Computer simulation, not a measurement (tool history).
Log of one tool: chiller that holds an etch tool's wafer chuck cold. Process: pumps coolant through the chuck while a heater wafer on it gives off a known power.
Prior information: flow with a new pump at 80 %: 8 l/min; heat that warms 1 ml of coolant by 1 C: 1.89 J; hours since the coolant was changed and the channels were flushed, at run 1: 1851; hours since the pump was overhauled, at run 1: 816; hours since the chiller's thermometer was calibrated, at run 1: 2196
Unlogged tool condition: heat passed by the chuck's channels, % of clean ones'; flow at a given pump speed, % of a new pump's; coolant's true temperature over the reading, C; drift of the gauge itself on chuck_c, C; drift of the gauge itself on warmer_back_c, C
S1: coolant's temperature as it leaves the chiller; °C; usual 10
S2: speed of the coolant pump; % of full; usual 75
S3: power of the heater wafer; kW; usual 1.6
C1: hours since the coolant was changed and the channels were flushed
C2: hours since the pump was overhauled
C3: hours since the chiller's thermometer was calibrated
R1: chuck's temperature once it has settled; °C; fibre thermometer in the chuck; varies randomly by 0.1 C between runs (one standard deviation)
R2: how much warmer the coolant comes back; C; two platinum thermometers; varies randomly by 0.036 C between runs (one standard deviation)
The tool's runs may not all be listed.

| run | hour | S1 | S2 | S3 | C1 | C2 | C3 | R1 | R2 |
|---|---|---|---|---|---|---|---|---|---|
| 1 | 0 | 10 | 75 | 1.6 | 1851 | 816 | 2196 | 27.4 | 6.97 |
| 2 | 29.3 | 10 | 75 | 1.6 | 1880 | 845 | 2225 | 27.5 | 6.92 |
| 3 | 54.6 | 2 | 75 | 1.6 | 1906 | 870 | 2251 | 19.5 | 6.91 |
|  | 82.4 | chiller's thermometer calibrated |
| 4 | 87 | 2 | 75 | 1.6 | 1937 | 902 | 5 | 19.2 | 6.88 |
| 5 | 100 | 2 | 75 | 1.6 | 1950 | 915 | 18 | 19 | 6.91 |
| 6 | 114.6 | 10 | 75 | 1.6 | 1964 | 929 | 32 | 27 | 6.87 |
| 7 | 139 | 10 | 75 | 0.937 | 1989 | 954 | 57 | 19.9 | 4.03 |
| 8 | 154.1 | 10 | 75 | 1.621 | 2004 | 969 | 72 | 27.5 | 7.03 |
| 9 | 169.3 | 10 | 75 | 1.6 | 2019 | 984 | 87 | 27 | 6.87 |
| 10 | 199.1 | 10 | 75 | 1.6 | 2049 | 1014 | 117 | 27.2 | 6.91 |
| 11 | 225.5 | 10 | 75 | 1.6 | 2075 | 1040 | 143 | 27.2 | 6.91 |
| 12 | 256.5 | 10 | 75 | 1.6 | 2106 | 1071 | 174 | 27.1 | 6.89 |
| 13 | 270 | 10 | 75 | 1.6 | 2120 | 1085 | 188 | 27.2 | 6.91 |
| 14 | 283.3 | 10 | 75 | 1.6 | 2133 | 1098 | 201 | 27.2 | 6.98 |
| 15 | 301 | 10 | 75 | 1.6 | 2151 | 1116 | 219 | 27.2 | 6.95 |
| 16 | 318.3 | 10 | 75 | 1.6 | 2168 | 1133 | 236 | 27.3 | 6.93 |
| 17 | 336.8 | 10 | 81 | 1.35 | 2187 | 1151 | 254 | 23.6 | 5.43 |
| 18 | 360.3 | 4 | 70 | 1.6 | 2210 | 1175 | 278 | 22.6 | 7.48 |
| 19 | 390.1 | 1 | 75 | 1.282 | 2240 | 1205 | 308 | 14.7 | 5.53 |
|  | 398 | coolant pump overhauled |
| 20 | 408.3 | 12 | 75 | 1.132 | 2253 | 10 | 321 | 24.3 | 4.95 |
| 21 | 430.7 | 10 | 75 | 1.76 | 2276 | 33 | 343 | 29.3 | 7.79 |
| 22 | 458.9 | 0 | 78 | 0.837 | 2304 | 61 | 371 | 9 | 3.56 |
|  | 476.3 | coolant pump overhauled, once more |
| 23 | 493.7 | 10 | 82 | 2.054 | 2334 | 17 | 401 | 30.1 | 7.98 |
| 24 | 508.6 | 10 | 82 | 2.054 | 2348 | 32 | 416 | 30.2 | 7.91 |
| 25 | 523.8 | 12 | 63 | 1.088 | 2364 | 48 | 431 | 25.7 | 5.58 |
| 26 | 538.8 | 3 | 65 | 1.031 | 2379 | 63 | 446 | 15.6 | 5.07 |
| 27 | 551.8 | 3 | 65 | 1.031 | 2392 | 76 | 459 | 15.6 | 5.09 |
| 28 | 578.8 | 10 | 81 | 1.6 | 2419 | 102 | 486 | 26.1 | 6.34 |
| 29 | 594.3 | 14 | 84 | 1.6 | 2434 | 118 | 502 | 29.7 | 6.09 |
| 30 | 622.9 | 18 | 75 | 1.6 | 2463 | 147 | 530 | 35.2 | 6.86 |
| 31 | 651 | 18 | 75 | 1.6 | 2491 | 175 | 559 | 35.6 | 6.88 |

What differs in the tool's unlogged condition from the final listed run ahead of each entry between runs to the first listed run following it?
From run 3 to run 4: chiller's thermometer calibrated (hour 82.4)
  heat passed by the chuck's channels, % of clean ones': 92.6 -> 92.4; flow at a given pump speed, % of a new pump's: 98.7 -> 98.6; coolant's true temperature over the reading, C: 0.4 -> -0.06
  measured result minus the result with no hidden state, R1: +1.6 -> +1.2 °C; R2: +0.09 -> +0.1 C
From run 19 to run 20: coolant pump overhauled (hour 398)
  heat passed by the chuck's channels, % of clean ones': 91.4 -> 91.3; flow at a given pump speed, % of a new pump's: 98 -> 96.7
  measured result minus the result with no hidden state, R1: +1.2 -> +1.2 °C; R2: +0.11 -> +0.16 C
From run 22 to run 23: coolant pump overhauled, once more (hour 476.3)
  heat passed by the chuck's channels, % of clean ones': 91.2 -> 91.1; flow at a given pump speed, % of a new pump's: 96.6 -> 100; coolant's true temperature over the reading, C: 0.02 -> 0.03
  measured result minus the result with no hidden state, R1: +0.9 -> +1.4 °C; R2: +0.12 -> +0 C
